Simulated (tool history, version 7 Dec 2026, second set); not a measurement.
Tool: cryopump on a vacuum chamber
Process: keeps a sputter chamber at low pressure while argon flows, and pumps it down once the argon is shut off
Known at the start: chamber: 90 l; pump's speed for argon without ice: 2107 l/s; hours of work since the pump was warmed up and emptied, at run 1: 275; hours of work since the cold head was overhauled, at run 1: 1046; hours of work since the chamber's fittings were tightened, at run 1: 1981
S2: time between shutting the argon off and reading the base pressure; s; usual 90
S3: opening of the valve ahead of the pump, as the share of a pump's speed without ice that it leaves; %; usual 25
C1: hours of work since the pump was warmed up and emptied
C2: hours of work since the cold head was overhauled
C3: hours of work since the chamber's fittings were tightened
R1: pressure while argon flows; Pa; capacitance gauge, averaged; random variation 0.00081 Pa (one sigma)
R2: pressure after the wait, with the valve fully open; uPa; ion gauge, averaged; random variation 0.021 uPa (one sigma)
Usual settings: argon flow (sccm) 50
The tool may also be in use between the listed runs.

run 1 hour=0 | argon_flow_(sccm)=50 S2=90 S3=25 | C1=275 C2=1046 C3=1981 | R1=0.1665 R2=1.12
run 2 hour=42 | argon_flow_(sccm)=50 S2=90 S3=25 | C1=293 C2=1064 C3=1999 | R1=0.1649 R2=1.14
run 3 hour=98.8 | argon_flow_(sccm)=50 S2=90 S3=25 | C1=318 C2=1089 C3=2024 | R1=0.1651 R2=1.22
run 4 hour=162.7 | argon_flow_(sccm)=50 S2=90 S3=25 | C1=346 C2=1117 C3=2051 | R1=0.1652 R2=1.19
run 5 hour=203.2 | argon_flow_(sccm)=99 S2=90 S3=25 | C1=363 C2=1134 C3=2069 | R1=0.3291 R2=1.19
run 6 hour=263.6 | argon_flow_(sccm)=50 S2=90 S3=25 | C1=389 C2=1160 C3=2095 | R1=0.1659 R2=1.3
run 7 hour=315.9 | argon_flow_(sccm)=50 S2=45 S3=25 | C1=412 C2=1183 C3=2118 | R1=0.1674 R2=1.51
run 8 hour=370 | argon_flow_(sccm)=50 S2=45 S3=25 | C1=435 C2=1206 C3=2141 | R1=0.1671 R2=1.54
run 9 hour=419.9 | argon_flow_(sccm)=50 S2=45 S3=25 | C1=457 C2=1228 C3=2163 | R1=0.1671 R2=1.6
run 10 hour=479.5 | argon_flow_(sccm)=50 S2=45 S3=25 | C1=483 C2=1253 C3=2188 | R1=0.1676 R2=1.53
run 11 hour=518.4 | argon_flow_(sccm)=50 S2=82 S3=25 | C1=499 C2=1270 C3=2205 | R1=0.1696 R2=1.3
run 12 hour=579.3 | argon_flow_(sccm)=50 S2=82 S3=25 | C1=526 C2=1297 C3=2231 | R1=0.1683 R2=1.37
run 13 hour=608 | argon_flow_(sccm)=65 S2=90 S3=25 | C1=538 C2=1309 C3=2244 | R1=0.2212 R2=1.35
run 14 hour=663.4 | argon_flow_(sccm)=50 S2=90 S3=25 | C1=562 C2=1333 C3=2268 | R1=0.1713 R2=1.34
run 15 hour=699.9 | argon_flow_(sccm)=50 S2=90 S3=25 | C1=578 C2=1349 C3=2284 | R1=0.1715 R2=1.37
run 16 hour=762.1 | argon_flow_(sccm)=50 S2=90 S3=25 | C1=605 C2=1376 C3=2310 | R1=0.1717 R2=1.38
run 17 hour=820.3 | argon_flow_(sccm)=50 S2=49 S3=25 | C1=630 C2=1401 C3=2336 | R1=0.1725 R2=1.66
run 18 hour=878.2 | argon_flow_(sccm)=50 S2=217 S3=56 | C1=655 C2=1426 C3=2361 | R1=0.0829 R2=1.29
run 19 hour=918.1 | argon_flow_(sccm)=22 S2=139 S3=45 | C1=672 C2=1443 C3=2378 | R1=0.0442 R2=1.28
run 20 hour=977.3 | argon_flow_(sccm)=33 S2=21 S3=22 | C1=698 C2=1469 C3=2403 | R1=0.1293 R2=2.46
run 21 hour=1021.2 | argon_flow_(sccm)=76 S2=90 S3=25 | C1=717 C2=1488 C3=2422 | R1=0.263 R2=1.46
-- hour=1054.3 pump warmed up, emptied and cooled again
run 22 hour=1066.9 | argon_flow_(sccm)=76 S2=90 S3=25 | C1=5 C2=1505 C3=2440 | R1=0.2447 R2=1.18
run 23 hour=1122.7 | argon_flow_(sccm)=76 S2=88 S3=15 | C1=30 C2=1529 C3=2464 | R1=0.4057 R2=1.22
run 24 hour=1171.6 | argon_flow_(sccm)=50 S2=115 S3=25 | C1=51 C2=1550 C3=2485 | R1=0.1618 R2=1.2
run 25 hour=1202.9 | argon_flow_(sccm)=50 S2=115 S3=25 | C1=64 C2=1564 C3=2499 | R1=0.1628 R2=1.21
run 26 hour=1249.5 | argon_flow_(sccm)=50 S2=115 S3=25 | C1=84 C2=1584 C3=2519 | R1=0.1623 R2=1.25
run 27 hour=1276.8 | argon_flow_(sccm)=50 S2=115 S3=25 | C1=96 C2=1596 C3=2531 | R1=0.1637 R2=1.17
run 28 hour=1324.4 | argon_flow_(sccm)=34 S2=68 S3=28 | C1=117 C2=1616 C3=2551 | R1=0.1004 R2=1.41
run 29 hour=1381.1 | argon_flow_(sccm)=22 S2=123 S3=34 | C1=141 C2=1641 C3=2576 | R1=0.0539 R2=1.25
run 30 hour=1416.4 | argon_flow_(sccm)=22 S2=123 S3=34 | C1=157 C2=1656 C3=2591 | R1=0.0523 R2=1.23
run 31 hour=1456.9 | argon_flow_(sccm)=70 S2=123 S3=55 | C1=174 C2=1674 C3=2609 | R1=0.1073 R2=1.23
run 32 hour=1502.6 | argon_flow_(sccm)=70 S2=123 S3=55 | C1=194 C2=1693 C3=2628 | R1=0.1073 R2=1.26
run 33 hour=1541.8 | argon_flow_(sccm)=29 S2=90 S3=32 | C1=211 C2=1710 C3=2645 | R1=0.0742 R2=1.36
run 34 hour=1598.5 | argon_flow_(sccm)=76 S2=83 S3=25 | C1=235 C2=1735 C3=2670 | R1=0.25 R2=1.36

Forecast each of these 4 alternatives for the next run:
run A hour=1651.6 | argon_flow_(sccm)=47 S2=83 S3=19 | C1=258 C2=1758 C3=2693 | R1=? R2=?
run B hour=1651.6 | argon_flow_(sccm)=57 S2=83 S3=56 | C1=258 C2=1758 C3=2693 | R1=? R2=?
run C hour=1651.6 | argon_flow_(sccm)=35 S2=83 S3=55 | C1=258 C2=1758 C3=2693 | R1=? R2=?
run D hour=1651.6 | argon_flow_(sccm)=51 S2=288 S3=56 | C1=258 C2=1758 C3=2693 | R1=? R2=?

run=A R1=0.2027 R2=1.45
run=B R1=0.0866 R2=1.38
run=C R1=0.0542 R2=1.35
run=D R1=0.0773 R2=1.16
Without the tool's hidden state the same runs would have given:
run=A R1=0.1983 R2=0.48
run=B R1=0.0813 R2=0.45
run=C R1=0.051 R2=0.42
run=D R1=0.0725 R2=0.2
